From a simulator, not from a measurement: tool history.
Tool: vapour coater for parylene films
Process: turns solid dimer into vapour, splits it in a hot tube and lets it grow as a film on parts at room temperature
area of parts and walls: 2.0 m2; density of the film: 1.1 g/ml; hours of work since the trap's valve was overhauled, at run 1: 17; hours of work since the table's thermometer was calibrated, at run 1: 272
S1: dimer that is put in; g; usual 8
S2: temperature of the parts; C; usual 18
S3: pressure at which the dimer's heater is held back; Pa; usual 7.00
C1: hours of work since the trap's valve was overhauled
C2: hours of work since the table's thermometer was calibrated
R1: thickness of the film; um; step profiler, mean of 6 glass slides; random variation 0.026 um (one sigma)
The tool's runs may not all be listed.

| run | hour | S1 | S2 | S3 | C1 | C2 | R1 |
|---|---|---|---|---|---|---|---|
| 1 | 0.0 | 8 | 18 | 7.00 | 17 | 272 | 2.11 |
| 2 | 13.0 | 8 | 18 | 7.00 | 23 | 278 | 2.09 |
| 3 | 25.8 | 8 | 18 | 7.00 | 30 | 285 | 2.16 |
| 4 | 38.0 | 8 | 22 | 7.00 | 36 | 291 | 1.92 |
| 5 | 51.5 | 8 | 22 | 7.00 | 43 | 298 | 1.93 |
| 6 | 71.0 | 8 | 22 | 7.00 | 53 | 308 | 1.92 |
| 7 | 82.2 | 8 | 22 | 7.00 | 59 | 314 | 1.92 |
| 8 | 102.2 | 8 | 22 | 7.00 | 69 | 324 | 1.91 |
| 9 | 114.6 | 8 | 22 | 8.38 | 76 | 331 | 1.89 |
| 10 | 124.5 | 8 | 22 | 8.38 | 81 | 336 | 1.82 |
|  | 130.4 | trap's valve overhauled |
| 11 | 137.9 | 8 | 22 | 8.38 | 4 | 341 | 1.87 |
| 12 | 151.6 | 13 | 18 | 7.00 | 11 | 348 | 3.40 |
| 13 | 165.9 | 13 | 18 | 7.00 | 18 | 355 | 3.38 |
| 14 | 182.7 | 8 | 18 | 7.00 | 27 | 364 | 2.05 |
| 15 | 193.4 | 8 | 18 | 7.00 | 32 | 369 | 2.10 |
| 16 | 210.6 | 7 | 18 | 5.51 | 41 | 378 | 1.97 |
| 17 | 229.9 | 6 | 17 | 3.59 | 51 | 388 | 1.91 |
|  | 245.5 | trap's valve overhauled, once more |
| 18 | 252.1 | 7 | 27 | 3.36 | 3 | 397 | 1.74 |
| 19 | 261.1 | 8 | 27 | 3.36 | 8 | 402 | 2.00 |
| 20 | 275.2 | 8 | 27 | 3.36 | 15 | 409 | 2.02 |
| 21 | 285.3 | 8 | 27 | 3.36 | 20 | 414 | 2.04 |
| 22 | 304.7 | 4 | 10 | 5.61 | 30 | 424 | 1.40 |
| 23 | 316.0 | 4 | 10 | 5.61 | 36 | 430 | 1.34 |
| 24 | 328.5 | 4 | 10 | 5.61 | 43 | 436 | 1.40 |
| 25 | 344.8 | 8 | 27 | 3.75 | 51 | 445 | 2.00 |
| 26 | 363.6 | 9 | 18 | 3.04 | 61 | 454 | 2.91 |
| 27 | 381.2 | 4 | 18 | 4.10 | 70 | 464 | 1.22 |
| 28 | 390.0 | 5 | 18 | 5.67 | 74 | 468 | 1.38 |
| 29 | 399.3 | 5 | 18 | 5.67 | 79 | 473 | 1.39 |

4 ways to go on from here, each from the tool as it stands after run 29. What would each give?
| A | 414.1 | 6 | 18 | 5.67 | 87 | 480 | ? |
| B | 414.1 | 9 | 18 | 7.00 | 87 | 480 | ? |
| C | 414.1 | 4 | 24 | 5.46 | 87 | 480 | ? |
| D | 414.1 | 11 | 18 | 5.67 | 87 | 480 | ? |

| run | R1 |
|---|---|
| A | 1.63 |
| B | 2.37 |
| C | 0.93 |
| D | 3.04 |
Without the tool's hidden state the same runs would have given:
| run | R1 |
|---|---|
| A | 1.66 |
| B | 2.42 |
| C | 0.95 |
| D | 3.10 |

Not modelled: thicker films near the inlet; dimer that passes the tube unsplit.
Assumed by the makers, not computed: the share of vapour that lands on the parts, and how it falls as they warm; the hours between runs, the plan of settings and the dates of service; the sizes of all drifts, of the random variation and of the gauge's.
